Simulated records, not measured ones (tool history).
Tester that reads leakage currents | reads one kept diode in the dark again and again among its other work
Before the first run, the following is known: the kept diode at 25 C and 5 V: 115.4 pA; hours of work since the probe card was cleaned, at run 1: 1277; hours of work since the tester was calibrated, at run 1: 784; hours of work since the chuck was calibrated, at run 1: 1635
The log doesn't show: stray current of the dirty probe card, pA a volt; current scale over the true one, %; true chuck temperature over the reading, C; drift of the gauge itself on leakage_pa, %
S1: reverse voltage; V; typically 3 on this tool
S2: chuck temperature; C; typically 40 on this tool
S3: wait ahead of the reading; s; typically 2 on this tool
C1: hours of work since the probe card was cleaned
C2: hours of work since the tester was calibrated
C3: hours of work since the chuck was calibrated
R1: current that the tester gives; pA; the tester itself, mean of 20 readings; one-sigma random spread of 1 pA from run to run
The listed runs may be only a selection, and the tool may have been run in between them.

Run 1, day 0: usual settings; C1 1277; C2 784; C3 1635. Result: R1 339.45 pA.
Run 2, day 2.946: usual settings but S1 11.15 V; C1 1308; C2 815; C3 1666. Result: R1 528.67 pA.
Run 3, day 4.679: usual settings but S1 11.15 V; C1 1326; C2 833; C3 1684. Result: R1 524.44 pA.
Run 4, day 6.442: usual settings but S1 11.15 V; C1 1345; C2 851; C3 1703. Result: R1 524.35 pA.
Run 5, day 8.975: usual settings; C1 1371; C2 878; C3 1729. Result: R1 338.98 pA.
Run 6, day 10.55: usual settings but S3 3.13 s; C1 1388; C2 894; C3 1746. Result: R1 337.87 pA.
Run 7, day 12.533: usual settings; C1 1409; C2 915; C3 1766. Result: R1 339.43 pA.
Run 8, day 15.662: usual settings; C1 1441; C2 948; C3 1799. Result: R1 338.3 pA.
Run 9, day 18.508: usual settings; C1 1471; C2 978; C3 1829. Result: R1 340.17 pA.
Run 10, day 19.942: usual settings; C1 1486; C2 993; C3 1844. Result: R1 338.76 pA.
Run 11, day 22.492: usual settings; C1 1513; C2 1019; C3 1871. Result: R1 337.9 pA.
Run 12, day 25.475: usual settings; C1 1544; C2 1051; C3 1902. Result: R1 338.43 pA.
At day 26.808: probe card cleaned and baked.
Run 13, day 28.308: usual settings but S3 0.31 s; C1 16; C2 1079; C3 1930. Result: R1 340.83 pA.
Run 14, day 31.254: usual settings but S1 1.45 V, S3 0.31 s; C1 47; C2 1110; C3 1961. Result: R1 269.07 pA.
Run 15, day 33.358: usual settings; C1 69; C2 1132; C3 1983. Result: R1 338.98 pA.
Run 16, day 36.042: usual settings; C1 97; C2 1160; C3 2011. Result: R1 337.66 pA.
Run 17, day 38.954: usual settings but S2 29 C; C1 127; C2 1190; C3 2042. Result: R1 142.44 pA.
Run 18, day 41.212: usual settings but S2 29 C; C1 151; C2 1214; C3 2065. Result: R1 142.23 pA.
At day 41.825: probe card cleaned and baked, once more.
Run 19, day 43.938: usual settings but S2 29 C; C1 22; C2 1241; C3 2093. Result: R1 132.27 pA.
Run 20, day 45.667: usual settings but S2 29 C; C1 40; C2 1259; C3 2111. Result: R1 131.7 pA.
Run 21, day 47.233: usual settings but S1 1.44 V, S2 48 C, S3 1.84 s; C1 57; C2 1276; C3 2127. Result: R1 487.27 pA.
Run 22, day 49.15: usual settings but S1 1.44 V, S2 48 C, S3 1.84 s; C1 77; C2 1296; C3 2147. Result: R1 486 pA.
At day 50.396: chuck's temperature calibrated.
Run 23, day 51.067: usual settings but S1 1.44 V, S2 48 C, S3 1.84 s; C1 96; C2 1315; C3 7. Result: R1 511.81 pA.
Run 24, day 53.925: usual settings but S1 1.44 V, S2 48 C, S3 1.84 s; C1 126; C2 1345; C3 37. Result: R1 510.97 pA.
Run 25, day 56.408: usual settings but S1 1.44 V, S2 48 C, S3 1.84 s; C1 152; C2 1371; C3 63. Result: R1 512.57 pA.
Run 26, day 58.571: usual settings but S3 3.88 s; C1 174; C2 1393; C3 86. Result: R1 345.4 pA.
Run 27, day 60.162: usual settings but S2 28 C, S3 1.09 s; C1 191; C2 1410; C3 102. Result: R1 128.37 pA.
Run 28, day 63.279: usual settings but S1 8.22 V, S2 55 C; C1 224; C2 1443; C3 135. Result: R1 1471.75 pA.
Run 29, day 65.508: usual settings but S1 2.94 V, S3 7.8 s; C1 247; C2 1466; C3 158. Result: R1 342.67 pA.
Run 30, day 68.462: usual settings but S2 20 C; C1 278; C2 1497; C3 189. Result: R1 64.74 pA.
Run 31, day 70.471: usual settings but S1 1.34 V, S2 48 C, S3 6.3 s; C1 299; C2 1518; C3 210. Result: R1 500.6 pA.
Run 32, day 72.333: usual settings but S1 15.27 V, S3 0.8 s; C1 318; C2 1537; C3 230. Result: R1 577.65 pA.
Run 33, day 75.5: usual settings but S1 1.7 V, S2 36 C, S3 7.58 s; C1 352; C2 1571; C3 263. Result: R1 209.86 pA.
Run 34, day 78.271: usual settings but S1 1.7 V, S2 36 C, S3 7.58 s; C1 381; C2 1600; C3 292. Result: R1 209.3 pA.
Run 35, day 80.346: usual settings but S1 1.7 V, S2 36 C, S3 7.58 s; C1 402; C2 1621; C3 313. Result: R1 209.1 pA.
Run 36, day 82.475: usual settings but S1 17.35 V, S2 50 C, S3 0.33 s; C1 425; C2 1644; C3 336. Result: R1 1292.15 pA.
Run 37, day 84.062: usual settings but S1 17.35 V, S2 50 C, S3 0.33 s; C1 441; C2 1660; C3 352. Result: R1 1291 pA.
Run 38, day 86.917: usual settings but S1 3.34 V, S2 58 C, S3 0.41 s; C1 471; C2 1690; C3 382. Result: R1 1379.69 pA.
Run 39, day 89.283: usual settings but S1 7.89 V, S2 22 C, S3 9.77 s; C1 496; C2 1715; C3 407. Result: R1 107.42 pA.
Run 40, day 91.867: usual settings but S1 7.89 V, S2 22 C, S3 9.77 s; C1 523; C2 1742; C3 434. Result: R1 107.75 pA.

Each row is a separate what-if for the run after 40, all from the same tool condition, not one after another. Results?
Run A, day 93.712: usual settings but S1 5.41 V, S3 2.81 s; C1 542; C2 1761; C3 453. Result: R1 ?.
Run B, day 93.712: usual settings but S1 4.29 V, S2 22 C, S3 3.43 s; C1 542; C2 1761; C3 453. Result: R1 ?.
Run C, day 93.712: usual settings but S1 2.42 V, S2 38 C, S3 0.54 s; C1 542; C2 1761; C3 453. Result: R1 ?.

run      R1
  A  415.72
  B   87.51
  C  275.66
Without the tool's unlogged condition, the same runs would have read:
run      R1
  A  415.51
  B    84.4
  C  276.72
